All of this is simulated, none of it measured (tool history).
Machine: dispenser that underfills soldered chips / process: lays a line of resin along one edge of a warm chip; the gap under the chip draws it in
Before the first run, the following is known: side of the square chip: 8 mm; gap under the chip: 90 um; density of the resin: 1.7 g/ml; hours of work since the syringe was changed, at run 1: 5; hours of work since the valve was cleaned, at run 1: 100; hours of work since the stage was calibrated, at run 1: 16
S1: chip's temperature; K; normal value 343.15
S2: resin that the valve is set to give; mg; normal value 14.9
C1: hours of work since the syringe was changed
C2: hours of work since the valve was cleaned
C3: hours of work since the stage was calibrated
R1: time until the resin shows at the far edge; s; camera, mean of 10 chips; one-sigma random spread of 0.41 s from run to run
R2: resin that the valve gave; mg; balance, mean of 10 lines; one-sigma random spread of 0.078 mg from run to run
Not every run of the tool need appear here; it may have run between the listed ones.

{"run": 1, "hour": 0.0, "S1": 343.15, "S2": 14.9, "C1": 5, "C2": 100, "C3": 16, "R1": 39.7, "R2": 13.62}
{"hour": 1.2, "done": "new syringe of resin"}
{"run": 2, "hour": 4.8, "S1": 343.15, "S2": 14.9, "C1": 3, "C2": 103, "C3": 19, "R1": 34.4, "R2": 13.7}
{"hour": 8.9, "done": "new syringe of resin"}
{"run": 3, "hour": 9.3, "S1": 343.15, "S2": 14.9, "C1": 0, "C2": 106, "C3": 22, "R1": 29.6, "R2": 13.7}
{"run": 4, "hour": 13.9, "S1": 329.15, "S2": 14.9, "C1": 4, "C2": 110, "C3": 26, "R1": 67.3, "R2": 13.65}
{"hour": 16.6, "done": "new syringe of resin"}
{"run": 5, "hour": 17.2, "S1": 329.15, "S2": 14.9, "C1": 0, "C2": 112, "C3": 28, "R1": 52.7, "R2": 13.52}
{"run": 6, "hour": 20.1, "S1": 329.15, "S2": 14.9, "C1": 3, "C2": 114, "C3": 30, "R1": 61.2, "R2": 13.68}
{"run": 7, "hour": 23.2, "S1": 329.15, "S2": 14.9, "C1": 5, "C2": 116, "C3": 32, "R1": 71.3, "R2": 13.78}
{"hour": 24.2, "done": "new syringe of resin"}
{"run": 8, "hour": 26.0, "S1": 329.15, "S2": 14.9, "C1": 1, "C2": 118, "C3": 34, "R1": 55.3, "R2": 13.61}
{"run": 9, "hour": 28.7, "S1": 343.15, "S2": 14.9, "C1": 3, "C2": 120, "C3": 36, "R1": 35.4, "R2": 13.45}
{"hour": 32.0, "done": "new syringe of resin"}
{"run": 10, "hour": 32.6, "S1": 343.15, "S2": 14.9, "C1": 0, "C2": 123, "C3": 39, "R1": 29.1, "R2": 13.6}
{"run": 11, "hour": 34.6, "S1": 348.15, "S2": 13, "C1": 2, "C2": 124, "C3": 40, "R1": 27.7, "R2": 11.83}
{"run": 12, "hour": 36.9, "S1": 350.15, "S2": 16.2, "C1": 4, "C2": 126, "C3": 42, "R1": 27.4, "R2": 14.57}
{"hour": 39.6, "done": "new syringe of resin"}
{"run": 13, "hour": 40.2, "S1": 339.15, "S2": 16, "C1": 0, "C2": 128, "C3": 44, "R1": 35, "R2": 14.36}
{"run": 14, "hour": 42.4, "S1": 347.15, "S2": 15.3, "C1": 2, "C2": 130, "C3": 46, "R1": 28.7, "R2": 13.83}
{"run": 15, "hour": 45.6, "S1": 334.15, "S2": 13.9, "C1": 4, "C2": 132, "C3": 48, "R1": 58, "R2": 12.42}

Predict the results of run 16:
{"hour": 47.0, "done": "new syringe of resin"}
{"run": 16, "hour": 49.1, "S1": 334.15, "S2": 14.9, "C1": 2, "C2": 135, "C3": 51, "R1": "?", "R2": "?"}

Run 16 yielded R1 45.3 s, R2 13.27 mg.
Without the tool's hidden state the same run would have given R1 40.5 s, R2 14.81 mg.
